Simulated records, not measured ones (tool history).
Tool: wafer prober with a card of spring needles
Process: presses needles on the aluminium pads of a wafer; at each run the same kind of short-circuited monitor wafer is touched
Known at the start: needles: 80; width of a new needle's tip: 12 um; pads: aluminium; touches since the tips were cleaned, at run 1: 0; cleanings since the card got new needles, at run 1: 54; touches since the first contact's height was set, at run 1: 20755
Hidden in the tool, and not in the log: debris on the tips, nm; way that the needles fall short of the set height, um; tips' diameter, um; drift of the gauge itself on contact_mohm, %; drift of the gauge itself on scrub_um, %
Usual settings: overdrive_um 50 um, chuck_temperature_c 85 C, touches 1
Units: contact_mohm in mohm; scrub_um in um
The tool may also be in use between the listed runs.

run	hour	overdrive_um	chuck_temperature_c	touches	touches since the tips were cleaned	cleanings since the card got new needles	touches since the first contact's height was set	contact_mohm	scrub_um
1	0.0	50	85	1	0	54	20755	241	11.64
# hour 8.4: tips cleaned on abrasive film
# hour 16.7: tips cleaned on abrasive film
2	23.7	50	85	1	2054	56	27666	256	11.58
# hour 25.2: tips cleaned on abrasive film
# hour 34.1: tips cleaned on abrasive film
# hour 41.9: tips cleaned on abrasive film
3	43.1	50	85	1	369	59	33297	244	11.56
# hour 50.3: tips cleaned on abrasive film
# hour 58.7: tips cleaned on abrasive film
4	59.9	50	85	1	338	61	38172	246	11.54
# hour 66.7: tips cleaned on abrasive film
# hour 74.7: tips cleaned on abrasive film
# hour 79.6: tips cleaned on abrasive film, once more
5	85.7	50	85	1	1800	64	45683	254	11.51
# hour 87.2: tips cleaned on abrasive film
# hour 95.4: tips cleaned on abrasive film
# hour 103.6: tips cleaned on abrasive film
6	103.6	50	85	1	0	67	50845	244	11.43
# hour 111.9: tips cleaned on abrasive film
# hour 120.3: tips cleaned on abrasive film
7	124.8	50	85	1	1337	69	57036	252	11.43
# hour 128.6: tips cleaned on abrasive film
# hour 137.4: tips cleaned on abrasive film
# hour 137.7: height of the first contact set anew
8	139.3	50	85	1	488	71	488	245	11.69
# hour 146.5: tips cleaned on abrasive film
9	153.1	50	85	1	1925	72	4505	252	11.71
# hour 155.0: tips cleaned on abrasive film
# hour 163.0: tips cleaned on abrasive film
# hour 171.4: tips cleaned on abrasive film
10	171.4	50	85	1	0	75	9810	241	11.71
# hour 179.1: tips cleaned on abrasive film
# hour 187.6: tips cleaned on abrasive film
# hour 196.4: tips cleaned on abrasive film
11	197.8	50	47	1	418	78	17503	239	11.64
# hour 204.0: tips cleaned on abrasive film
12	209.1	66	47	1	1501	79	20790	238	15.39
# hour 212.7: tips cleaned on abrasive film
# hour 220.2: tips cleaned on abrasive film
13	224.9	66	47	2	1397	81	25387	234	15.39
# hour 228.4: tips cleaned on abrasive film
# hour 236.9: tips cleaned on abrasive film
14	241.2	50	85	1	1251	83	30110	252	11.59
# hour 246.2: tips cleaned on abrasive film
15	252.1	50	85	1	1721	84	33277	253	11.55
# hour 254.0: tips cleaned on abrasive film
# hour 261.8: tips cleaned on abrasive film
# hour 269.8: tips cleaned on abrasive film
16	277.0	68	37	1	2116	87	40523	237	15.75
# hour 278.9: tips cleaned on abrasive film
# hour 288.2: tips cleaned on abrasive film
# hour 296.7: tips cleaned on abrasive film
17	298.9	58	115	2	631	90	46872	250	13.43
# hour 305.2: tips cleaned on abrasive film
# hour 313.2: tips cleaned on abrasive film
18	313.7	50	78	1	136	92	51181	242	11.46
# hour 321.8: tips cleaned on abrasive film
# hour 330.4: tips cleaned on abrasive film
19	332.6	62	78	2	654	94	56692	239	14.25
# hour 338.2: tips cleaned on abrasive film
# hour 346.0: tips cleaned on abrasive film
# hour 346.3: height of the first contact set anew
20	352.4	56	118	1	1789	96	1789	255	13.15
# hour 355.5: tips cleaned on abrasive film
# hour 364.2: tips cleaned on abrasive film
21	364.2	56	118	1	0	98	5198	250	13.12
# hour 372.1: tips cleaned on abrasive film
22	377.7	43	52	1	1657	99	9148	251	10.06
# hour 379.7: tips cleaned on abrasive film
# hour 387.9: tips cleaned on abrasive film
23	393.4	43	33	1	1610	101	13689	246	10.06
# hour 396.6: tips cleaned on abrasive film
# hour 405.2: tips cleaned on abrasive film
24	407.2	50	44	1	607	103	17715	237	11.67
# hour 414.0: tips cleaned on abrasive film
25	418.2	43	71	2	1228	104	20909	245	9.98
# hour 423.1: tips cleaned on abrasive film
# hour 432.0: tips cleaned on abrasive film
26	435.1	48	85	1	921	106	25837	253	11.14
# hour 440.7: tips cleaned on abrasive film
# hour 449.4: tips cleaned on abrasive film
# hour 458.0: tips cleaned on abrasive film
27	460.2	44	31	2	636	109	33107	235	10.17
# hour 465.5: tips cleaned on abrasive film
# hour 474.2: tips cleaned on abrasive film
28	478.1	44	31	2	1146	111	38320	234	10.15

Forecast each of these 5 alternatives for the next run:
# hour 482.6: tips cleaned on abrasive film
# hour 490.8: tips cleaned on abrasive film
# hour 499.4: tips cleaned on abrasive film
A	504.5	50	58	2	1489	114	45999	?	?
# hour 482.6: tips cleaned on abrasive film
# hour 490.8: tips cleaned on abrasive film
# hour 499.4: tips cleaned on abrasive film
B	504.5	44	32	3	1489	114	45999	?	?
# hour 482.6: tips cleaned on abrasive film
# hour 490.8: tips cleaned on abrasive film
# hour 499.4: tips cleaned on abrasive film
C	504.5	50	85	2	1489	114	45999	?	?
# hour 482.6: tips cleaned on abrasive film
# hour 490.8: tips cleaned on abrasive film
# hour 499.4: tips cleaned on abrasive film
D	504.5	33	108	1	1489	114	45999	?	?
# hour 482.6: tips cleaned on abrasive film
# hour 490.8: tips cleaned on abrasive film
# hour 499.4: tips cleaned on abrasive film
E	504.5	44	31	2	1489	114	45999	?	?

run	contact_mohm	scrub_um
A	243	11.54
B	236	10.09
C	247	11.54
D	275	7.52
E	239	10.11
Without the tool's hidden state the same runs would have given:
run	contact_mohm	scrub_um
A	234	11.76
B	229	10.30
C	239	11.76
D	252	7.74
E	228	10.32
